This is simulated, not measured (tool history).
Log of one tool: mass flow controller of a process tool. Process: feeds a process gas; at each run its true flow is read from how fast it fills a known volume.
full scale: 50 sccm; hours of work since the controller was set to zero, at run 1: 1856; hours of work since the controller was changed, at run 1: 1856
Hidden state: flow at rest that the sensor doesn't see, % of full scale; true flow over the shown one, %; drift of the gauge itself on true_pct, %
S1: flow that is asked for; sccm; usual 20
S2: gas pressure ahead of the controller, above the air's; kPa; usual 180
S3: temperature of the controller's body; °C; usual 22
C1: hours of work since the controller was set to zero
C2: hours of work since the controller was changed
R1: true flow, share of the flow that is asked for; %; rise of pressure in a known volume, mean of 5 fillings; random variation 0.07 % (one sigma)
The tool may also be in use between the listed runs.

run,hour,S1,S2,S3,C1,C2,R1
1,0.0,20,180,22,1856,1856,97.68
2,73.3,37,180,22,1893,1893,98.60
3,157.4,20,180,28,1936,1936,96.97
4,198.6,20,180,28,1956,1956,97.00
5,251.7,12,180,28,1983,1983,95.93
6,309.6,8,180,28,2013,2013,94.87
7,357.0,8,180,28,2037,2037,94.91
8,394.3,8,180,28,2056,2056,94.89
9,431.8,8,180,28,2075,2075,94.76
10,489.4,8,180,28,2104,2104,94.66
11,525.5,20,213,22,2123,2123,97.29
12,570.9,20,213,31,2146,2146,96.49
13,646.0,20,213,31,2184,2184,96.37

Forecast run 14:
14,689.7,20,180,23,2206,2206,?

{"run 14": {"R1": 97.24}}
Without the tool's hidden state the same run would have given R1 99.32 %.

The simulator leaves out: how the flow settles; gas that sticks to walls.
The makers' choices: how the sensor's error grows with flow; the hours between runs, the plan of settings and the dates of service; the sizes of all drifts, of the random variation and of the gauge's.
